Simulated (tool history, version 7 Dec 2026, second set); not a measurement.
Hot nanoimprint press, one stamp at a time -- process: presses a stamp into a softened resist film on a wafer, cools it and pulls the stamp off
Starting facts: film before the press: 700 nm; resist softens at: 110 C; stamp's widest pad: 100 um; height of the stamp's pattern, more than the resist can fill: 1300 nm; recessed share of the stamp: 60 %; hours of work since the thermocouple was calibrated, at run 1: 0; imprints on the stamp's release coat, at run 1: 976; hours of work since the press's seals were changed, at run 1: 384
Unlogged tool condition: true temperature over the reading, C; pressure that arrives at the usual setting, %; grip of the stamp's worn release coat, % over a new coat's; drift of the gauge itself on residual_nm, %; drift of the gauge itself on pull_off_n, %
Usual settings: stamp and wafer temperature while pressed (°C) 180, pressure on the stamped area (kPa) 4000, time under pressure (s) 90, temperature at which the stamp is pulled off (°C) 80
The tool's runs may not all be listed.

run,hour,stamp and wafer temperature while pressed (°C),pressure on the stamped area (kPa),time under pressure (s),temperature at which the stamp is pulled off (°C),hours of work since the thermocouple was calibrated,imprints on the stamp's release coat,hours of work since the press's seals were changed,resist left under the stamp's widest pad (Å),greatest force while the stamp is pulled off (N)
1,0,180,4000,90,80,0,976,384,2788,241
2,35.7,180,4000,90,80,24,1054,408,2797,252
3,77.6,180,4000,90,80,53,1145,437,2849,265
4,108.1,180,4000,90,80,74,1211,458,2835,270
5,139.7,180,4000,90,80,96,1280,479,2872,266
6,158.5,180,4000,90,80,108,1321,492,2860,273
7,186.1,180,4000,90,80,127,1381,511,2865,286
# hour 197.8: press's hydraulic seals changed and the load cell set to zero
8,225.4,180,4000,90,80,149,1450,19,2826,283
9,261.4,180,4000,80,80,173,1528,44,2968,297
10,288.2,180,4000,80,80,192,1587,62,2981,302
11,328.6,180,4000,80,80,219,1675,89,2981,296
12,355.3,180,4000,80,80,237,1733,108,3014,316
13,380.2,180,4000,90,80,254,1787,125,2928,314
14,421.9,180,4000,90,80,283,1878,153,2876,320
15,443.2,180,2500,90,80,298,1925,168,3644,322
16,470.2,180,2500,90,80,316,1983,186,3609,330
# hour 478.1: stamp cleaned and given a new release coat
17,503,180,2460,52,88,334,54,205,4390,189
# hour 508.3: plate thermocouple calibrated
18,535.3,180,2460,52,88,18,118,225,4462,188
19,564.7,171,5630,89,88,39,182,245,3429,185
# hour 599.3: plate thermocouple calibrated, once more
20,599.3,171,5630,69,88,0,251,266,3541,184
21,616.7,169,4250,69,66,12,289,278,4220,217
22,652.1,188,4380,90,80,36,366,302,2133,205
23,688.5,176,6220,80,76,61,445,327,2716,216
24,721.3,172,5010,156,66,83,517,350,2708,230
25,761.1,177,4000,61,80,111,604,377,3603,225
26,782,188,4130,122,86,125,649,391,1941,229
27,799.8,188,4130,163,84,137,688,403,1732,226
28,826.4,179,4000,63,80,155,746,422,3383,242
29,862.7,179,4000,63,80,180,825,446,3387,244

Take each entry between the runs: how does the hidden state at the last listed run before it differ from the hidden state at the first listed run after it?
After run 7, before run 8: press's hydraulic seals changed and the load cell set to zero (hour 197.8)
  true temperature over the reading, C: -0.84 -> -0.95; pressure that arrives at the usual setting, %: 96.06 -> 99.67; grip of the stamp's worn release coat, % over a new coat's: 49.6 -> 52.3
  measured value less the no-hidden-state value, resist left under the stamp's widest pad (Å): +129 -> +87; greatest force while the stamp is pulled off (N): +96 -> +98
After run 16, before run 17: stamp cleaned and given a new release coat (hour 478.1)
  true temperature over the reading, C: -1.74 -> -1.83; pressure that arrives at the usual setting, %: 98.26 -> 98.1; grip of the stamp's worn release coat, % over a new coat's: 73.9 -> 1.8
  measured value less the no-hidden-state value, resist left under the stamp's widest pad (Å): +191 -> +211; greatest force while the stamp is pulled off (N): +142 -> +5
After run 17, before run 18: plate thermocouple calibrated (hour 508.3)
  true temperature over the reading, C: -1.83 -> -2.35; pressure that arrives at the usual setting, %: 98.1 -> 97.93; grip of the stamp's worn release coat, % over a new coat's: 1.8 -> 3.9
  measured value less the no-hidden-state value, resist left under the stamp's widest pad (Å): +211 -> +270; greatest force while the stamp is pulled off (N): +5 -> +10
After run 19, before run 20: plate thermocouple calibrated, once more (hour 599.3)
  true temperature over the reading, C: -2.45 -> -0.12; pressure that arrives at the usual setting, %: 97.76 -> 97.57; grip of the stamp's worn release coat, % over a new coat's: 6 -> 8.4
  measured value less the no-hidden-state value, resist left under the stamp's widest pad (Å): +325 -> +69; greatest force while the stamp is pulled off (N): +13 -> +14
